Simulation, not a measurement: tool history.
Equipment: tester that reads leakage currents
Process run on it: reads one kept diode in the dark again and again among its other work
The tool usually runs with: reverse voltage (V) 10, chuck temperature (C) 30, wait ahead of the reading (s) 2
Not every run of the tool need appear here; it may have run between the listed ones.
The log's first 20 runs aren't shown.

run    hour  reverse voltage (V)  chuck temperature (C)  wait ahead of the reading (s)  hours of work since the probe card was cleaned  hours of work since the tester was calibrated  hours of work since the chuck was calibrated  current that the tester gives (pA)
 21  1241.7                  5.3                     30                           0.85                                            1966                                           1385                                           579                               134.8
 22  1295.9                   10                     35                           1.31                                            2003                                           1422                                           616                               275.9
 23  1359.6                  2.7                     46                           1.86                                            2046                                           1464                                           659                               418.8
 24  1417.6                  2.7                     46                           1.86                                            2085                                           1503                                           698                              417.27
 25  1484.5                  3.3                     38                           5.78                                            2130                                           1548                                           743                              227.03
 26  1543.5                   10                     26                              2                                            2169                                           1588                                           782                              123.24
 27  1613.4                  5.6                     59                           1.66                                            2216                                           1635                                           829                             1616.25
 28  1674.2                  4.8                     44                           2.66                                            2257                                           1676                                           870                              448.08
 29  1739.6                  4.8                     44                           2.66                                            2301                                           1720                                           914                              452.83
 30  1777.9                 10.5                     26                           2.66                                            2327                                           1745                                           940                               125.5
 31  1832.5                   10                     30                              2                                            2364                                           1782                                           976                              178.76
 32  1911.5                   10                     30                              2                                            2417                                           1835                                          1030                              178.77
 33  1962.8                   10                     30                              2                                            2451                                           1870                                          1064                              178.93
 34  2000.1                   10                     56                              2                                            2476                                           1895                                          1089                             1631.09
 35  2044.5                   10                     56                              2                                            2506                                           1925                                          1119                             1635.12
 36    2105                   10                     56                              2                                            2547                                           1965                                          1160                              1625.4
 37  2140.5                  1.7                     50                           4.69                                            2571                                           1989                                          1183                              491.15
 38  2189.2                  1.7                     50                           4.69                                            2603                                           2022                                          1216                              494.51
 39  2255.3                  1.7                     25                           4.69                                            2648                                           2066                                          1261                               53.99

3 ways to go on from here, each from the tool as it stands after run 39. What would each give?
  A  2289.4                  1.7                     25                           0.35                                            2671                                           2089                                          1283                                   ?
  B  2289.4                  1.7                     57                           4.69                                            2671                                           2089                                          1283                                   ?
  C  2289.4                   10                     54                              2                                            2671                                           2089                                          1283                                   ?

run  current that the tester gives (pA)
  A                               55.75
  B                               866.6
  C                             1404.04
Take away the tool's hidden state, keep each run's random variation, and the runs would have read:
run  current that the tester gives (pA)
  A                               52.44
  B                              826.15
  C                              1335.9

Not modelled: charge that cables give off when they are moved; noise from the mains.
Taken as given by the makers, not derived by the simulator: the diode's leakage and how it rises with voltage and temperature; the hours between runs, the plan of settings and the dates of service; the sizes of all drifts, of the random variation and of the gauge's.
